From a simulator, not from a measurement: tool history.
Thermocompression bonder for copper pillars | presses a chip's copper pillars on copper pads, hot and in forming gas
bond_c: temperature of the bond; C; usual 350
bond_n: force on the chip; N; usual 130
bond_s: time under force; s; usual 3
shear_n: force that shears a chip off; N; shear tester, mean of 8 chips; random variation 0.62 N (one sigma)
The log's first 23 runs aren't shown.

run,hour,bond_c,bond_n,bond_s,hours of work since the heater was calibrated,hours of work since the force cell was calibrated,hours of work since the gas filter was changed,shear_n
24,1380.8,378,156,7,113,897,49,95.6
25,1430.2,357,130,3,134,918,71,61.8
26,1502.9,357,130,3,166,950,102,61.9
27,1562.0,330,99,7,192,975,128,57.3
28,1612.4,330,99,7,213,997,150,57.8
29,1687.9,330,99,7,246,1030,182,57.4
30,1723.8,362,134,2,262,1045,198,53.9
31,1763.8,362,139,2,279,1063,215,53.7

3 ways to go on from here, each from the tool as it stands after run 31. What would each give?
A,1834.7,377,133,5,310,1093,246,?
B,1834.7,370,139,8,310,1093,246,?
C,1834.7,373,91,2,310,1093,246,?

run,shear_n
A,76.1
B,86.6
C,45.1
Without the tool's hidden state the same runs would have given:
run,shear_n
A,84.3
B,95.5
C,50.7

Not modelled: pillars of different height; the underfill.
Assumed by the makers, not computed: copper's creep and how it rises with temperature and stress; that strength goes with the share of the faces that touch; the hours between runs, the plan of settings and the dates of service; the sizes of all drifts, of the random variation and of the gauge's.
